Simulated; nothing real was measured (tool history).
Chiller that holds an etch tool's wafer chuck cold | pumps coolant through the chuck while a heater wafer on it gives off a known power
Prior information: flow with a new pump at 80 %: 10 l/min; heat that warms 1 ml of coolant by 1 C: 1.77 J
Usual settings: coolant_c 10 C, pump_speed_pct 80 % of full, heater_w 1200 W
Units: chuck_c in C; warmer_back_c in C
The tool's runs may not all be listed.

run,hour,coolant_c,pump_speed_pct,heater_w,chuck_c,warmer_back_c
1,0.0,10,80,1200,17.8,4.03
2,23.5,10,80,1200,18.0,4.14
3,71.2,10,80,1200,17.9,4.12
4,102.3,10,80,1200,17.9,4.23
5,124.8,10,67,1200,19.2,5.11
6,165.1,10,67,1200,19.4,5.12
7,218.7,10,67,1200,19.3,5.14
8,269.6,10,67,1200,19.3,5.21
9,303.2,10,67,1200,19.3,5.22
10,333.5,10,67,1200,19.4,5.20
11,389.3,10,88,1200,17.2,3.95
12,413.3,10,88,1200,17.3,3.98
13,454.7,10,88,1200,17.5,3.94
# hour 470.1: gauge calibrated
14,505.6,10,88,1200,17.3,3.73
15,534.0,10,91,1200,17.0,3.53
16,586.9,10,91,1200,16.9,3.63
17,614.6,10,91,1200,17.1,3.61
18,653.6,13,66,1200,22.6,5.18
19,676.1,13,66,1200,22.4,5.24
20,704.6,10,100,1200,16.4,3.32
21,737.8,10,100,1200,16.5,3.40
22,762.1,10,78,1200,18.0,4.45
23,813.2,10,78,1200,18.2,4.45
24,845.9,19,80,1200,26.9,4.37
25,883.8,13,80,1200,20.9,4.38
26,934.7,6,85,1200,13.4,4.15
27,982.9,6,85,1200,13.6,4.20
28,1017.1,19,85,1200,26.6,4.24
29,1045.6,1,80,752,6.0,3.00
30,1084.1,1,80,752,6.0,3.04
31,1114.9,7,80,604,10.9,2.51

Branching from run 31: 3 alternative next runs. What would each branch give?
A,1164.7,19,80,1200,?,?
B,1164.7,13,80,1200,?,?
C,1164.7,7,75,682,?,?

run,chuck_c,warmer_back_c
A,27.0,4.57
B,20.9,4.62
C,11.6,2.97
Take away the tool's hidden state, keep each run's random variation, and the runs would have read:
run,chuck_c,warmer_back_c
A,27.0,4.03
B,20.9,4.08
C,11.6,2.43
